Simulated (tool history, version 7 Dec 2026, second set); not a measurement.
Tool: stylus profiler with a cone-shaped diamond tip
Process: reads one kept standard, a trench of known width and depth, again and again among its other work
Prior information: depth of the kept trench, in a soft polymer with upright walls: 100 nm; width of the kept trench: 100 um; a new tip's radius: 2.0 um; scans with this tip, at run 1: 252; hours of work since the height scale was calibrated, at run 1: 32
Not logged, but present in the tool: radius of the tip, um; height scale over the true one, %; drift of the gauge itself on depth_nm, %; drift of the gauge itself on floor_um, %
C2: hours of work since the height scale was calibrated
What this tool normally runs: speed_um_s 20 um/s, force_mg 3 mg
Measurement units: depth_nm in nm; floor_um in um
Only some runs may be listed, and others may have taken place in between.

run 1 hour=0 | speed_um_s=20 force_mg=3 | scans_with_this_tip=252 C2=32 | depth_nm=100.64 floor_um=98.74
run 2 hour=15 | speed_um_s=20 force_mg=6.38 | scans_with_this_tip=321 C2=41 | depth_nm=101.03 floor_um=98.71
run 3 hour=38.9 | speed_um_s=20 force_mg=6.38 | scans_with_this_tip=430 C2=55 | depth_nm=101.02 floor_um=98.75
run 4 hour=58.7 | speed_um_s=20 force_mg=3 | scans_with_this_tip=520 C2=67 | depth_nm=100.62 floor_um=98.7
run 5 hour=85.7 | speed_um_s=20 force_mg=3 | scans_with_this_tip=643 C2=83 | depth_nm=100.59 floor_um=98.68
run 6 hour=110.9 | speed_um_s=20 force_mg=3 | scans_with_this_tip=758 C2=97 | depth_nm=100.62 floor_um=98.67
run 7 hour=125 | speed_um_s=20 force_mg=3 | scans_with_this_tip=822 C2=106 | depth_nm=100.59 floor_um=98.73
run 8 hour=147.3 | speed_um_s=20 force_mg=3.63 | scans_with_this_tip=924 C2=119 | depth_nm=100.69 floor_um=98.64
run 9 hour=171.5 | speed_um_s=20 force_mg=3.63 | scans_with_this_tip=1035 C2=133 | depth_nm=100.73 floor_um=98.66
run 10 hour=190.2 | speed_um_s=20 force_mg=3.63 | scans_with_this_tip=1120 C2=144 | depth_nm=100.7 floor_um=98.69
run 11 hour=215.7 | speed_um_s=20 force_mg=3 | scans_with_this_tip=1236 C2=159 | depth_nm=100.6 floor_um=98.65
run 12 hour=227.4 | speed_um_s=20 force_mg=3 | scans_with_this_tip=1290 C2=166 | depth_nm=100.62 floor_um=98.69
run 13 hour=251.9 | speed_um_s=20 force_mg=3 | scans_with_this_tip=1401 C2=180 | depth_nm=100.59 floor_um=98.67
run 14 hour=277.7 | speed_um_s=20 force_mg=4.88 | scans_with_this_tip=1519 C2=195 | depth_nm=100.82 floor_um=98.64
run 15 hour=305 | speed_um_s=20 force_mg=3.56 | scans_with_this_tip=1643 C2=211 | depth_nm=100.68 floor_um=98.6
run 16 hour=324.4 | speed_um_s=20 force_mg=3.56 | scans_with_this_tip=1732 C2=223 | depth_nm=100.68 floor_um=98.58
run 17 hour=350 | speed_um_s=20 force_mg=3.56 | scans_with_this_tip=1849 C2=238 | depth_nm=100.68 floor_um=98.59
run 18 hour=374 | speed_um_s=20 force_mg=3.56 | scans_with_this_tip=1958 C2=252 | depth_nm=100.67 floor_um=98.65
run 19 hour=395.2 | speed_um_s=20 force_mg=3 | scans_with_this_tip=2055 C2=264 | depth_nm=100.57 floor_um=98.52
run 20 hour=408.4 | speed_um_s=20 force_mg=3 | scans_with_this_tip=2115 C2=272 | depth_nm=100.62 floor_um=98.57
run 21 hour=419.5 | speed_um_s=15 force_mg=3 | scans_with_this_tip=2166 C2=278 | depth_nm=100.59 floor_um=98.63
run 22 hour=433.5 | speed_um_s=15 force_mg=3 | scans_with_this_tip=2229 C2=286 | depth_nm=100.6 floor_um=98.56
run 23 hour=448.4 | speed_um_s=15 force_mg=3 | scans_with_this_tip=2297 C2=295 | depth_nm=100.57 floor_um=98.63
run 24 hour=466.5 | speed_um_s=15 force_mg=3 | scans_with_this_tip=2380 C2=306 | depth_nm=100.59 floor_um=98.58
run 25 hour=491.1 | speed_um_s=10 force_mg=4.85 | scans_with_this_tip=2492 C2=320 | depth_nm=100.85 floor_um=98.63
run 26 hour=516.9 | speed_um_s=26 force_mg=2.1 | scans_with_this_tip=2610 C2=335 | depth_nm=100.46 floor_um=98.57
run 27 hour=533.3 | speed_um_s=54 force_mg=3.93 | scans_with_this_tip=2685 C2=345 | depth_nm=100.67 floor_um=98.49
run 28 hour=557.2 | speed_um_s=36 force_mg=1.62 | scans_with_this_tip=2794 C2=359 | depth_nm=100.39 floor_um=98.51
run 29 hour=568.8 | speed_um_s=36 force_mg=1.62 | scans_with_this_tip=2847 C2=366 | depth_nm=100.35 floor_um=98.5
run 30 hour=590 | speed_um_s=36 force_mg=1.62 | scans_with_this_tip=2944 C2=378 | depth_nm=100.37 floor_um=98.48
run 31 hour=606.9 | speed_um_s=7 force_mg=4.13 | scans_with_this_tip=3020 C2=388 | depth_nm=100.73 floor_um=98.55
run 32 hour=623.3 | speed_um_s=7 force_mg=4.13 | scans_with_this_tip=3095 C2=398 | depth_nm=100.73 floor_um=98.59
run 33 hour=635.1 | speed_um_s=30 force_mg=3.48 | scans_with_this_tip=3149 C2=405 | depth_nm=100.63 floor_um=98.54
run 34 hour=654.6 | speed_um_s=35 force_mg=4.65 | scans_with_this_tip=3238 C2=416 | depth_nm=100.77 floor_um=98.54
run 35 hour=672.2 | speed_um_s=7 force_mg=6.22 | scans_with_this_tip=3318 C2=426 | depth_nm=100.96 floor_um=98.57
run 36 hour=697 | speed_um_s=74 force_mg=1.09 | scans_with_this_tip=3431 C2=441 | depth_nm=100.21 floor_um=98.21
run 37 hour=711 | speed_um_s=63 force_mg=2.22 | scans_with_this_tip=3495 C2=449 | depth_nm=100.45 floor_um=98.34
run 38 hour=722.2 | speed_um_s=63 force_mg=2.22 | scans_with_this_tip=3546 C2=456 | depth_nm=100.46 floor_um=98.42
run 39 hour=747.8 | speed_um_s=14 force_mg=7.61 | scans_with_this_tip=3663 C2=471 | depth_nm=101.13 floor_um=98.55
run 40 hour=768.1 | speed_um_s=71 force_mg=2.97 | scans_with_this_tip=3756 C2=483 | depth_nm=100.52 floor_um=98.38
run 41 hour=793.7 | speed_um_s=33 force_mg=5.74 | scans_with_this_tip=3873 C2=498 | depth_nm=100.91 floor_um=98.45
run 42 hour=814.2 | speed_um_s=33 force_mg=5.74 | scans_with_this_tip=3966 C2=510 | depth_nm=100.88 floor_um=98.47
run 43 hour=841.3 | speed_um_s=75 force_mg=4.89 | scans_with_this_tip=4090 C2=525 | depth_nm=100.78 floor_um=98.4

Run 44 has not been measured yet. What should we expect?
run 44 hour=864.9 | speed_um_s=8 force_mg=2.43 | scans_with_this_tip=4197 C2=539 | depth_nm=? floor_um=?

{"run 44": {"depth_nm": 100.47, "floor_um": 98.51}}
Minus the tool's unlogged condition, the same run would have read depth_nm 100.55 nm, floor_um 98.72 um.
